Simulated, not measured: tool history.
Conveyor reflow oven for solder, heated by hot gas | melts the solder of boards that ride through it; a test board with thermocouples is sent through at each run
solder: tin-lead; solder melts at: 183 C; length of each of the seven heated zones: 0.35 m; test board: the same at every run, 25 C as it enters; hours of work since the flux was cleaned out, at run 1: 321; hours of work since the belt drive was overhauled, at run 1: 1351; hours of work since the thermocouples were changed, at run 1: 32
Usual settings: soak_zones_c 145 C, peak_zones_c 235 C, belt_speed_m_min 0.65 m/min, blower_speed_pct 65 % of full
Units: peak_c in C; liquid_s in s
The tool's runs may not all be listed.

run	day	soak_zones_c	peak_zones_c	belt_speed_m_min	blower_speed_pct	hours of work since the flux was cleaned out	hours of work since the belt drive was overhauled	hours of work since the thermocouples were changed	peak_c	liquid_s
1	0	145	235	0.65	65	321	1351	32	216.6	50
2	2.079	145	235	0.65	65	354	1384	65	216.3	50.5
3	3.671	145	235	0.65	65	380	1409	90	216.3	50.2
4	4.921	145	235	0.65	65	400	1429	110	216.1	49.7
5	7.004	145	235	0.65	65	433	1462	144	215.6	50.3
6	8.754	145	235	0.65	65	461	1490	171	216.1	49.8
7	10.054	145	235	0.65	65	481	1511	192	216	49.9
# day 10.554: belt drive overhauled, speed set with a stopwatch
# day 11.308: flux residue cleaned out of gas plates and filters
8	12.588	145	235	0.65	85	20	29	227	223.4	54.1
9	14.042	145	235	0.65	65	44	52	250	218.2	50.6
10	15.875	145	235	0.65	65	73	81	279	217.9	50.6
11	16.85	145	229	0.65	65	88	97	294	213.4	47.4
12	19.238	145	235	0.65	67	126	135	332	218.5	51
13	20.875	145	235	0.65	67	152	161	359	218.8	51.1
14	23.208	145	235	0.65	67	190	198	396	218.4	51.4
15	25.246	145	235	0.65	65	222	231	428	217.3	50.5
16	27.379	145	235	0.65	65	256	265	462	217.6	50.4
17	29.771	137	231	0.627	72	294	303	500	215.2	49
18	32.088	137	231	0.627	51	331	340	537	208.5	41.7
# day 32.592: thermocouples of zones 6 and 7 changed
19	34.175	137	231	0.627	83	363	372	25	216.5	49.6
20	35.208	137	231	0.627	83	379	388	42	216.4	50
21	36.45	148	235	0.65	65	399	408	61	216.7	51
22	38.758	148	235	0.65	65	436	445	98	216.4	50.1
23	40.038	148	235	0.65	65	456	465	119	216.4	50.4
24	41.5	137	226	0.634	53	480	488	142	203.5	36
# day 42.625: flux residue cleaned out of gas plates and filters
25	43.938	137	226	0.634	53	21	524	177	205.7	39.4
26	45.583	145	235	0.649	65	47	550	204	218.2	51.1
27	47.85	156	235	0.65	65	83	586	240	220.7	57.1
28	49.179	155	245	0.707	65	104	607	261	225.8	53.8
29	50.862	145	245	0.65	62	131	634	288	225.6	55.4
30	52.804	145	242	0.727	65	162	665	319	219.5	46

Measured less the same run without the tool's hidden state. The same run-to-run variation is in both; the gauge's scatter may not be:
The hidden state here: heat that the gas passes to the board, % of a clean oven's; belt's true speed, % of the reading; true gas temperature in zones 6 and 7 over the reading, C; drift of the gauge itself on peak_c, C; drift of the gauge itself on liquid_s, %.
run	peak_c	liquid_s
1	-1.6	-0.4
2	-1.7	-0.5
3	-1.8	-0.6
4	-1.8	-0.6
5	-2	-0.7
6	-2	-0.8
7	-2.1	-0.8
8	+0.3	+0.1
9	+0.2	+0
10	+0.1	+0
11	+0.1	+0
12	+0	-0.1
13	-0.1	-0.1
14	-0.2	-0.2
15	-0.3	-0.3
16	-0.4	-0.4
17	-0.6	-0.6
18	-0.5	-0.7
19	-2.2	-1.7
20	-2.3	-1.8
21	-2.1	-1.5
22	-2.3	-1.6
23	-2.4	-1.7
24	-2.2	-2.8
25	+0.5	+0.7
26	+0.4	+0.5
27	+0.3	+0.5
28	+0.1	+0.4
29	+0.1	+0.4
30	-0.2	+0.2
